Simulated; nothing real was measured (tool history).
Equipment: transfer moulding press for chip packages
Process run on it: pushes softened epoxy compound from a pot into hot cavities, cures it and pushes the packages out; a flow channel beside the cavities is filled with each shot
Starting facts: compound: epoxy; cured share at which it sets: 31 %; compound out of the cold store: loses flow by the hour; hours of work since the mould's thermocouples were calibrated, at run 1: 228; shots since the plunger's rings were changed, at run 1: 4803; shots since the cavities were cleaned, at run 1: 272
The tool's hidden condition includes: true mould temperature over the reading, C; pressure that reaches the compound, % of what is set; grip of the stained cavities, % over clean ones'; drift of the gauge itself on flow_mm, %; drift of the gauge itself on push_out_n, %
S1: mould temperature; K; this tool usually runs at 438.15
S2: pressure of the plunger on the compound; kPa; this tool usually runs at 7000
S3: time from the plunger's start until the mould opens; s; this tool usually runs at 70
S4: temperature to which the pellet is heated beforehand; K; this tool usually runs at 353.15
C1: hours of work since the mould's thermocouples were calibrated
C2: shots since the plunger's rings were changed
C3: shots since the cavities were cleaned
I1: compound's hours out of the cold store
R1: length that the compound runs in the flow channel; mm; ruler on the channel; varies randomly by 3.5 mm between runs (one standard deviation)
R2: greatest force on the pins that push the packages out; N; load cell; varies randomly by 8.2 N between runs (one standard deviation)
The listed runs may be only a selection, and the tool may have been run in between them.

Run 1, day 0: usual settings; C1 228; C2 4803; C3 272; I1 22.1. Result: R1 610 mm, R2 350 N.
At day 0.583: cavities cleaned with cleaning compound and waxed.
Run 2, day 1.142: usual settings; C1 246; C2 5191; C3 200; I1 24.4. Result: R1 607 mm, R2 371 N.
At day 1.854: cavities cleaned with cleaning compound and waxed.
Run 3, day 2.446: usual settings; C1 266; C2 5637; C3 211; I1 10.5. Result: R1 637 mm, R2 367 N.
At day 3.162: cavities cleaned with cleaning compound and waxed.
Run 4, day 3.162: usual settings; C1 277; C2 5873; C3 0; I1 19.5. Result: R1 616 mm, R2 340 N.
Run 5, day 3.871: usual settings; C1 289; C2 6128; C3 255; I1 8.8. Result: R1 626 mm, R2 353 N.
At day 4.454: cavities cleaned with cleaning compound and waxed.
Run 6, day 4.629: usual settings; C1 300; C2 6377; C3 62; I1 43.3. Result: R1 581 mm, R2 353 N.
At day 5.75: cavities cleaned with cleaning compound and waxed.
Run 7, day 5.925: usual settings; C1 320; C2 6821; C3 63; I1 15.6. Result: R1 619 mm, R2 349 N.
At day 6.5: plunger's sealing rings changed.
At day 7.167: cavities cleaned with cleaning compound and waxed.
Run 8, day 7.167: usual settings; C1 338; C2 217; C3 0; I1 36.2. Result: R1 586 mm, R2 342 N.
Run 9, day 7.746: usual settings; C1 347; C2 426; C3 209; I1 36.7. Result: R1 587 mm, R2 352 N.
At day 8.4: cavities cleaned with cleaning compound and waxed.
Run 10, day 8.9: usual settings; C1 365; C2 818; C3 180; I1 30.6. Result: R1 601 mm, R2 352 N.
At day 9.708: cavities cleaned with cleaning compound and waxed.
Run 11, day 10.121: usual settings; C1 384; C2 1234; C3 147; I1 41.9. Result: R1 580 mm, R2 330 N.
At day 10.942: cavities cleaned with cleaning compound and waxed.
Run 12, day 11.108: usual settings but S1 431.15 K; C1 399; C2 1567; C3 60; I1 22.5. Result: R1 644 mm, R2 626 N.
Run 13, day 11.933: usual settings but S1 431.15 K; C1 413; C2 1863; C3 356; I1 14. Result: R1 649 mm, R2 647 N.
At day 12.225: cavities cleaned with cleaning compound and waxed.
Run 14, day 13.267: usual settings but S1 431.15 K; C1 434; C2 2320; C3 375; I1 26.9. Result: R1 626 mm, R2 658 N.
At day 13.446: cavities cleaned with cleaning compound and waxed.
Run 15, day 14.104: usual settings but S1 431.15 K; C1 446; C2 2599; C3 237; I1 12.1. Result: R1 658 mm, R2 697 N.
At day 14.712: cavities cleaned with cleaning compound and waxed.
Run 16, day 15.533: usual settings but S1 431.15 K; C1 469; C2 3091; C3 295; I1 39.6. Result: R1 604 mm, R2 643 N.
At day 15.979: cavities cleaned with cleaning compound and waxed.
Run 17, day 16.729: usual settings but S1 434.15 K, S3 60 s, S4 346.15 K; C1 487; C2 3498; C3 270; I1 30.5. Result: R1 618 mm, R2 710 N.
At day 17.25: cavities cleaned with cleaning compound and waxed.
Run 18, day 18.017: usual settings but S1 434.15 K, S3 60 s, S4 346.15 K; C1 507; C2 3939; C3 276; I1 37.7. Result: R1 601 mm, R2 680 N.
At day 18.496: cavities cleaned with cleaning compound and waxed.
Run 19, day 18.833: usual settings but S1 432.15 K; C1 520; C2 4210; C3 122; I1 18.4. Result: R1 643 mm, R2 620 N.
At day 19.788: cavities cleaned with cleaning compound and waxed.
Run 20, day 20.279: usual settings but S1 432.15 K; C1 542; C2 4707; C3 177; I1 35.3. Result: R1 612 mm, R2 570 N.
Run 21, day 20.908: usual settings but S1 432.15 K; C1 553; C2 4933; C3 403; I1 13.1. Result: R1 648 mm, R2 618 N.
At day 21.054: cavities cleaned with cleaning compound and waxed.
Run 22, day 21.854: usual settings but S1 432.15 K; C1 567; C2 5250; C3 287; I1 23.2. Result: R1 636 mm, R2 596 N.
At day 22.333: cavities cleaned with cleaning compound and waxed.
Run 23, day 22.867: usual settings but S1 432.15 K, S3 108 s, S4 356.15 K; C1 583; C2 5592; C3 191; I1 28.8. Result: R1 617 mm, R2 281 N.
At day 23.562: cavities cleaned with cleaning compound and waxed.
Run 24, day 24.021: usual settings but S1 435.15 K, S4 350.15 K; C1 600; C2 5984; C3 163; I1 10. Result: R1 644 mm, R2 467 N.
At day 24.812: cavities cleaned with cleaning compound and waxed.
Run 25, day 25.067: usual settings but S1 435.15 K, S4 350.15 K; C1 617; C2 6339; C3 92; I1 30.3. Result: R1 613 mm, R2 453 N.
At day 25.738: mould's thermocouples calibrated.
At day 26.196: cavities cleaned with cleaning compound and waxed.
Run 26, day 26.4: usual settings but S3 97 s; C1 10; C2 6764; C3 72; I1 29.2. Result: R1 600 mm, R2 259 N.
At day 27.117: plunger's sealing rings changed.
At day 27.546: cavities cleaned with cleaning compound and waxed.
Run 27, day 27.546: usual settings but S3 97 s; C1 26; C2 132; C3 0; I1 33. Result: R1 589 mm, R2 254 N.

For each entry between runs, how does the tool's hidden state at the last listed run before it compare with that at the first listed run after it?
After run 1, before run 2: cavities cleaned with cleaning compound and waxed (day 0.583)
  pressure that reaches the compound, % of what is set: 99.85 -> 99.84; grip of the stained cavities, % over clean ones': 0.9 -> 0.7
After run 2, before run 3: cavities cleaned with cleaning compound and waxed (day 1.854)
  pressure that reaches the compound, % of what is set: 99.84 -> 99.82
After run 3, before run 4: cavities cleaned with cleaning compound and waxed (day 3.162)
  grip of the stained cavities, % over clean ones': 0.7 -> 0
After run 5, before run 6: cavities cleaned with cleaning compound and waxed (day 4.454)
  pressure that reaches the compound, % of what is set: 99.81 -> 99.8; grip of the stained cavities, % over clean ones': 0.8 -> 0.3
After run 6, before run 7: cavities cleaned with cleaning compound and waxed (day 5.75)
  pressure that reaches the compound, % of what is set: 99.8 -> 99.79; grip of the stained cavities, % over clean ones': 0.3 -> 0.2
After run 7, before run 8: plunger's sealing rings changed (day 6.5); cavities cleaned with cleaning compound and waxed (day 7.167)
  pressure that reaches the compound, % of what is set: 99.79 -> 99.98; grip of the stained cavities, % over clean ones': 0.2 -> 0
After run 9, before run 10: cavities cleaned with cleaning compound and waxed (day 8.4)
  pressure that reaches the compound, % of what is set: 99.97 -> 99.96; grip of the stained cavities, % over clean ones': 0.7 -> 0.6
After run 10, before run 11: cavities cleaned with cleaning compound and waxed (day 9.708)
  pressure that reaches the compound, % of what is set: 99.96 -> 99.95; grip of the stained cavities, % over clean ones': 0.6 -> 0.5
After run 11, before run 12: cavities cleaned with cleaning compound and waxed (day 10.942)
  pressure that reaches the compound, % of what is set: 99.95 -> 99.94; grip of the stained cavities, % over clean ones': 0.5 -> 0.3
After run 13, before run 14: cavities cleaned with cleaning compound and waxed (day 12.225)
  pressure that reaches the compound, % of what is set: 99.93 -> 99.91; grip of the stained cavities, % over clean ones': 1 -> 1.1
After run 14, before run 15: cavities cleaned with cleaning compound and waxed (day 13.446)
  pressure that reaches the compound, % of what is set: 99.91 -> 99.9; grip of the stained cavities, % over clean ones': 1.1 -> 0.8
After run 15, before run 16: cavities cleaned with cleaning compound and waxed (day 14.712)
  pressure that reaches the compound, % of what is set: 99.9 -> 99.89; grip of the stained cavities, % over clean ones': 0.8 -> 0.9
After run 16, before run 17: cavities cleaned with cleaning compound and waxed (day 15.979)
  pressure that reaches the compound, % of what is set: 99.89 -> 99.88; grip of the stained cavities, % over clean ones': 0.9 -> 0.8
After run 17, before run 18: cavities cleaned with cleaning compound and waxed (day 17.25)
  pressure that reaches the compound, % of what is set: 99.88 -> 99.86; grip of the stained cavities, % over clean ones': 0.8 -> 0.9
After run 18, before run 19: cavities cleaned with cleaning compound and waxed (day 18.496)
  grip of the stained cavities, % over clean ones': 0.9 -> 0.4
After run 19, before run 20: cavities cleaned with cleaning compound and waxed (day 19.788)
  true mould temperature over the reading, C: 0.02 -> 0.03; pressure that reaches the compound, % of what is set: 99.86 -> 99.84; grip of the stained cavities, % over clean ones': 0.4 -> 0.5
After run 21, before run 22: cavities cleaned with cleaning compound and waxed (day 21.054)
  pressure that reaches the compound, % of what is set: 99.83 -> 99.82; grip of the stained cavities, % over clean ones': 1.1 -> 0.9
After run 22, before run 23: cavities cleaned with cleaning compound and waxed (day 22.333)
  pressure that reaches the compound, % of what is set: 99.82 -> 99.81; grip of the stained cavities, % over clean ones': 0.9 -> 0.6
After run 23, before run 24: cavities cleaned with cleaning compound and waxed (day 23.562)
  pressure that reaches the compound, % of what is set: 99.81 -> 99.8
After run 24, before run 25: cavities cleaned with cleaning compound and waxed (day 24.812)
  pressure that reaches the compound, % of what is set: 99.8 -> 99.79; grip of the stained cavities, % over clean ones': 0.6 -> 0.4
After run 25, before run 26: mould's thermocouples calibrated (day 25.738); cavities cleaned with cleaning compound and waxed (day 26.196)
  true mould temperature over the reading, C: 0.03 -> 0; pressure that reaches the compound, % of what is set: 99.79 -> 99.78; grip of the stained cavities, % over clean ones': 0.4 -> 0.2
After run 26, before run 27: plunger's sealing rings changed (day 27.117); cavities cleaned with cleaning compound and waxed (day 27.546)
  pressure that reaches the compound, % of what is set: 99.78 -> 99.99; grip of the stained cavities, % over clean ones': 0.2 -> 0
